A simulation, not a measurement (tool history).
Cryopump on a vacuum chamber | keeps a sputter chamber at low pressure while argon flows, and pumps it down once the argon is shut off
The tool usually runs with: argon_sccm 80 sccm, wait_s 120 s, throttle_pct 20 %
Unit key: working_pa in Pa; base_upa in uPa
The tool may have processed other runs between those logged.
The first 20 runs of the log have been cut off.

| run | hour | argon_sccm | wait_s | throttle_pct | working_pa | base_upa |
|---|---|---|---|---|---|---|
| 21 | 405.8 | 80 | 121 | 21 | 0.4233 | 1.23 |
| 22 | 426.0 | 80 | 121 | 21 | 0.4226 | 1.24 |
| 23 | 441.5 | 94 | 251 | 23 | 0.4575 | 1.11 |
| 24 | 468.1 | 94 | 251 | 20 | 0.5251 | 1.10 |
| 25 | 484.1 | 94 | 251 | 20 | 0.5232 | 1.06 |
| 26 | 507.9 | 81 | 120 | 16 | 0.5616 | 1.25 |
| 27 | 521.0 | 81 | 220 | 55 | 0.1724 | 1.16 |
| 28 | 549.0 | 80 | 120 | 41 | 0.2248 | 1.28 |
| 29 | 566.0 | 46 | 32 | 41 | 0.1292 | 1.87 |
| 30 | 586.2 | 66 | 70 | 24 | 0.3075 | 1.45 |
| 31 | 599.1 | 74 | 117 | 22 | 0.3782 | 1.29 |
| 32 | 627.5 | 74 | 117 | 22 | 0.3791 | 1.29 |
| 33 | 653.9 | 74 | 152 | 24 | 0.3473 | 1.30 |
| 34 | 679.7 | 41 | 54 | 40 | 0.1185 | 1.60 |

Here are 4 independent what-if runs from the current tool condition. What would each one return?
| A | 699.2 | 41 | 54 | 55 | ? | ? |
| B | 699.2 | 35 | 62 | 47 | ? | ? |
| C | 699.2 | 41 | 54 | 27 | ? | ? |
| D | 699.2 | 65 | 54 | 16 | ? | ? |

| run | working_pa | base_upa |
|---|---|---|
| A | 0.0902 | 1.56 |
| B | 0.0888 | 1.50 |
| C | 0.1728 | 1.61 |
| D | 0.4547 | 1.64 |
Stripped of hidden state, with their random variation kept, the same runs would have yielded:
| run | working_pa | base_upa |
|---|---|---|
| A | 0.0813 | 0.66 |
| B | 0.0811 | 0.58 |
| C | 0.1638 | 0.68 |
| D | 0.4404 | 0.70 |
